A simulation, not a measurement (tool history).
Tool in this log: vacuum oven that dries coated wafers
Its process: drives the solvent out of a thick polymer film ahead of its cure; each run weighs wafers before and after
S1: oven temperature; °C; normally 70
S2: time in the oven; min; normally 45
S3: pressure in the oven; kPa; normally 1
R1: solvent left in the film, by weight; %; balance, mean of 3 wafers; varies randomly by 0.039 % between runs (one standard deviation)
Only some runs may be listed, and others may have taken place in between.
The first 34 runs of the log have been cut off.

run   hour  S1  S2    S3    R1
 35    365  68  45  1.24  3.64
 36  380.4  70  45     1  2.74
 37  390.7  70  45     1  2.72
 38  404.4  70  45     1  2.72
 39  415.9  68  62  2.45  4.49
 40    428  57  45  0.73  7.55
 41    442  70  25   0.7  4.66
 42  455.5  76  25  2.28  3.89
 43  467.9  76  41  0.55  1.07
 44  474.5  76  36  2.52  3.28
 45  483.7  82  67  2.52  2.18
 46  497.2  70  45  0.51   2.1

Branching from run 46: 5 alternative next runs. What would each branch give?
  A  509.3  70  32  1.22   ?
  B  509.3  70  45  0.51   ?
  C  509.3  70  38  2.25   ?
  D  509.3  72  45  1.86   ?
  E  509.3  79  30  2.63   ?

run    R1
  A  4.14
  B  2.15
  C  4.86
  D   3.2
  E  2.97
With no hidden state in the tool, these same runs would have given:
run    R1
  A  3.68
  B  1.79
  C   4.4
  D  2.86
  E   2.7
